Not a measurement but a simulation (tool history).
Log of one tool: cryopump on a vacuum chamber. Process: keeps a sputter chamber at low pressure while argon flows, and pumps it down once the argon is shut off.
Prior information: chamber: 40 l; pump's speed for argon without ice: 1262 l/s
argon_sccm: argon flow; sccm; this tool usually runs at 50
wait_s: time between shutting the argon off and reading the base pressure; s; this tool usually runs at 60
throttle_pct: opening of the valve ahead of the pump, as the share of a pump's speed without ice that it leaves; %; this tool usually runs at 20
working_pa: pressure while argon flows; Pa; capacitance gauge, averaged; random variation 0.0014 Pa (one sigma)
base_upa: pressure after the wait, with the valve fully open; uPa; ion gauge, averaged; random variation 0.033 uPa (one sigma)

{"run": 1, "hour": 0.0, "argon_sccm": 50, "wait_s": 60, "throttle_pct": 20, "working_pa": 0.3392, "base_upa": 3.67}
{"run": 2, "hour": 41.4, "argon_sccm": 50, "wait_s": 60, "throttle_pct": 20, "working_pa": 0.3432, "base_upa": 3.77}
{"run": 3, "hour": 94.5, "argon_sccm": 50, "wait_s": 60, "throttle_pct": 45, "working_pa": 0.1588, "base_upa": 3.87}
{"run": 4, "hour": 147.7, "argon_sccm": 50, "wait_s": 60, "throttle_pct": 45, "working_pa": 0.1621, "base_upa": 3.92}
{"run": 5, "hour": 193.1, "argon_sccm": 50, "wait_s": 60, "throttle_pct": 20, "working_pa": 0.3456, "base_upa": 4.03}
{"run": 6, "hour": 232.7, "argon_sccm": 21, "wait_s": 60, "throttle_pct": 20, "working_pa": 0.1487, "base_upa": 4.15}
{"run": 7, "hour": 281.4, "argon_sccm": 21, "wait_s": 60, "throttle_pct": 16, "working_pa": 0.1843, "base_upa": 4.2}
{"run": 8, "hour": 305.5, "argon_sccm": 50, "wait_s": 22, "throttle_pct": 20, "working_pa": 0.3563, "base_upa": 6.75}
{"run": 9, "hour": 335.7, "argon_sccm": 50, "wait_s": 22, "throttle_pct": 20, "working_pa": 0.3561, "base_upa": 6.86}
{"run": 10, "hour": 366.6, "argon_sccm": 50, "wait_s": 22, "throttle_pct": 46, "working_pa": 0.1703, "base_upa": 7}
{"run": 11, "hour": 418.0, "argon_sccm": 37, "wait_s": 118, "throttle_pct": 32, "working_pa": 0.176, "base_upa": 3.79}
{"hour": 455.5, "done": "pump warmed up, emptied and cooled again"}
{"run": 12, "hour": 471.5, "argon_sccm": 37, "wait_s": 118, "throttle_pct": 32, "working_pa": 0.1568, "base_upa": 2.91}
{"run": 13, "hour": 513.4, "argon_sccm": 41, "wait_s": 158, "throttle_pct": 15, "working_pa": 0.3677, "base_upa": 2.95}
{"run": 14, "hour": 550.4, "argon_sccm": 41, "wait_s": 158, "throttle_pct": 15, "working_pa": 0.3703, "base_upa": 2.94}
{"run": 15, "hour": 589.0, "argon_sccm": 76, "wait_s": 61, "throttle_pct": 28, "working_pa": 0.3697, "base_upa": 3.9}
{"run": 16, "hour": 615.2, "argon_sccm": 76, "wait_s": 61, "throttle_pct": 28, "working_pa": 0.3722, "base_upa": 3.94}
{"run": 17, "hour": 658.1, "argon_sccm": 50, "wait_s": 47, "throttle_pct": 27, "working_pa": 0.2577, "base_upa": 4.49}
{"run": 18, "hour": 711.1, "argon_sccm": 50, "wait_s": 47, "throttle_pct": 27, "working_pa": 0.2607, "base_upa": 4.66}
{"run": 19, "hour": 760.9, "argon_sccm": 64, "wait_s": 60, "throttle_pct": 34, "working_pa": 0.2699, "base_upa": 4.21}

Measured less the same run without the tool's hidden state. The same run-to-run variation is in both; the gauge's scatter may not be:
Hidden conditions of the tool in this case: pump's speed, % of a pump's without ice; cold plate's temperature, K; leak into the chamber, uPa l/s; drift of the gauge itself on working_pa, %; drift of the gauge itself on base_upa, %.
run=1 working_pa=+0.0064 base_upa=+1.95
run=2 working_pa=+0.008 base_upa=+2
run=3 working_pa=+0.0104 base_upa=+2.12
run=4 working_pa=+0.0127 base_upa=+2.2
run=5 working_pa=+0.0148 base_upa=+2.31
run=6 working_pa=+0.0071 base_upa=+2.41
run=7 working_pa=+0.0082 base_upa=+2.47
run=8 working_pa=+0.0211 base_upa=+2.53
run=9 working_pa=+0.0227 base_upa=+2.61
run=10 working_pa=+0.0248 base_upa=+2.71
run=11 working_pa=+0.0212 base_upa=+2.82
run=12 working_pa=+0.0011 base_upa=+1.96
run=13 working_pa=+0.0024 base_upa=+2.14
run=14 working_pa=+0.0036 base_upa=+2.13
run=15 working_pa=+0.009 base_upa=+2.2
run=16 working_pa=+0.0106 base_upa=+2.24
run=17 working_pa=+0.0089 base_upa=+2.34
run=18 working_pa=+0.0114 base_upa=+2.47
run=19 working_pa=+0.0176 base_upa=+2.51
